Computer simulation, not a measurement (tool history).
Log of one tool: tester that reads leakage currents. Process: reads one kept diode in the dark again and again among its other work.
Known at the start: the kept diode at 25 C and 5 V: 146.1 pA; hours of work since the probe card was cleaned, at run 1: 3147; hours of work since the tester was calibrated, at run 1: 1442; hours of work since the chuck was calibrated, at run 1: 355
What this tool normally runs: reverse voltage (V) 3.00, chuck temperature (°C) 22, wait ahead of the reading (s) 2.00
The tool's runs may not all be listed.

run	hour	reverse voltage (V)	chuck temperature (°C)	wait ahead of the reading (s)	hours of work since the probe card was cleaned	hours of work since the tester was calibrated	hours of work since the chuck was calibrated	current that the tester gives (pA)
1	0.0	3.00	22	2.00	3147	1442	355	88.59
2	147.5	3.00	22	2.00	3233	1528	441	87.83
3	222.7	3.00	22	2.00	3276	1571	484	87.87
4	287.7	3.00	22	2.00	3314	1609	522	87.55
5	435.9	3.00	46	2.00	3400	1695	608	462.78
6	551.8	3.00	46	2.00	3467	1762	675	458.57
7	682.0	3.00	46	2.00	3542	1837	750	457.00
8	757.6	3.00	22	2.00	3586	1881	794	86.55
9	861.0	3.00	22	2.00	3646	1941	854	86.48
# hour 883.1: probe card cleaned and baked
10	937.2	3.00	22	0.65	31	1983	896	84.95
11	1085.8	3.00	47	2.00	117	2069	982	482.59
12	1222.2	3.00	47	2.00	196	2148	1061	480.56
13	1302.9	3.00	47	2.00	243	2195	1108	476.82
14	1410.8	3.00	47	2.00	306	2257	1171	477.81
15	1524.0	3.00	22	2.00	371	2323	1236	82.71
16	1655.5	3.00	22	2.00	447	2399	1312	83.03
17	1773.5	3.00	22	2.00	516	2467	1380	82.47
18	1853.4	10.14	22	2.00	562	2514	1427	160.45
19	1984.0	3.00	22	2.00	637	2589	1502	81.73
20	2079.6	2.88	22	2.00	693	2645	1558	79.63
21	2152.8	2.75	29	2.00	735	2687	1600	130.30
22	2291.3	11.86	29	2.00	815	2767	1680	289.13
23	2357.2	11.86	29	2.00	853	2805	1718	286.64

For run 24, what comes out?
# hour 2367.4: tester calibrated
24	2423.2	2.55	22	1.49	891	32	1755	?

{"run 24": {"current that the tester gives (pA)": 73.27}}
Had the tool carried no hidden state, the very same run would have given current that the tester gives (pA) 81.17.
